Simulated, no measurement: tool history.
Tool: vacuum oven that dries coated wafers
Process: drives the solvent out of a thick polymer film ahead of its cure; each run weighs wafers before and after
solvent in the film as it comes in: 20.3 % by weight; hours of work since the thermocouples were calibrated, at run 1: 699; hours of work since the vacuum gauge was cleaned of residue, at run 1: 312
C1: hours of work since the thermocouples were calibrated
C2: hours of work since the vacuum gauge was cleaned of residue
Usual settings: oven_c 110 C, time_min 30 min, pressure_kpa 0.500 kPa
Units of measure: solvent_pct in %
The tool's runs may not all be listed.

{"run": 1, "hour": 0.0, "oven_c": 110, "time_min": 30, "pressure_kpa": 0.5, "C1": 699, "C2": 312, "solvent_pct": 1.31}
{"run": 2, "hour": 7.3, "oven_c": 110, "time_min": 30, "pressure_kpa": 0.5, "C1": 705, "C2": 318, "solvent_pct": 1.41}
{"run": 3, "hour": 16.5, "oven_c": 110, "time_min": 30, "pressure_kpa": 0.5, "C1": 712, "C2": 325, "solvent_pct": 1.38}
{"run": 4, "hour": 26.4, "oven_c": 110, "time_min": 30, "pressure_kpa": 0.5, "C1": 720, "C2": 333, "solvent_pct": 1.5}
{"run": 5, "hour": 32.8, "oven_c": 110, "time_min": 30, "pressure_kpa": 0.5, "C1": 725, "C2": 338, "solvent_pct": 1.43}
{"run": 6, "hour": 43.2, "oven_c": 100, "time_min": 30, "pressure_kpa": 0.5, "C1": 733, "C2": 346, "solvent_pct": 3.58}
{"run": 7, "hour": 54.2, "oven_c": 100, "time_min": 30, "pressure_kpa": 0.5, "C1": 742, "C2": 355, "solvent_pct": 3.5}
{"run": 8, "hour": 67.1, "oven_c": 100, "time_min": 30, "pressure_kpa": 0.5, "C1": 752, "C2": 365, "solvent_pct": 3.59}
{"run": 9, "hour": 74.1, "oven_c": 97, "time_min": 30, "pressure_kpa": 0.5, "C1": 757, "C2": 370, "solvent_pct": 4.48}
{"run": 10, "hour": 82.8, "oven_c": 97, "time_min": 24, "pressure_kpa": 0.5, "C1": 764, "C2": 377, "solvent_pct": 5.76}
{"run": 11, "hour": 93.9, "oven_c": 97, "time_min": 24, "pressure_kpa": 0.5, "C1": 773, "C2": 386, "solvent_pct": 5.73}
{"hour": 98.1, "done": "oven's thermocouples calibrated"}
{"run": 12, "hour": 103.3, "oven_c": 97, "time_min": 24, "pressure_kpa": 0.5, "C1": 4, "C2": 392, "solvent_pct": 5.15}
{"run": 13, "hour": 108.9, "oven_c": 96, "time_min": 30, "pressure_kpa": 0.5, "C1": 8, "C2": 396, "solvent_pct": 4.24}
{"run": 14, "hour": 118.1, "oven_c": 106, "time_min": 45, "pressure_kpa": 1.273, "C1": 16, "C2": 403, "solvent_pct": 1.21}
{"run": 15, "hour": 124.5, "oven_c": 97, "time_min": 16, "pressure_kpa": 0.5, "C1": 21, "C2": 408, "solvent_pct": 7.53}
{"run": 16, "hour": 136.0, "oven_c": 118, "time_min": 27, "pressure_kpa": 0.5, "C1": 30, "C2": 417, "solvent_pct": 0.59}
{"run": 17, "hour": 148.3, "oven_c": 118, "time_min": 27, "pressure_kpa": 0.5, "C1": 39, "C2": 427, "solvent_pct": 0.54}

3 options for the next run, each taken on its own from the tool as it stands now. Forecast them:
{"run": "A", "hour": 153.7, "oven_c": 115, "time_min": 43, "pressure_kpa": 0.5, "C1": 44, "C2": 431, "solvent_pct": "?"}
{"run": "B", "hour": 153.7, "oven_c": 106, "time_min": 17, "pressure_kpa": 0.865, "C1": 44, "C2": 431, "solvent_pct": "?"}
{"run": "C", "hour": 153.7, "oven_c": 121, "time_min": 20, "pressure_kpa": 0.5, "C1": 44, "C2": 431, "solvent_pct": "?"}

run=A solvent_pct=0.33
run=B solvent_pct=4.59
run=C solvent_pct=0.77
What these runs would have given with no unlogged condition in the tool:
run=A solvent_pct=0.26
run=B solvent_pct=4.53
run=C solvent_pct=0.72
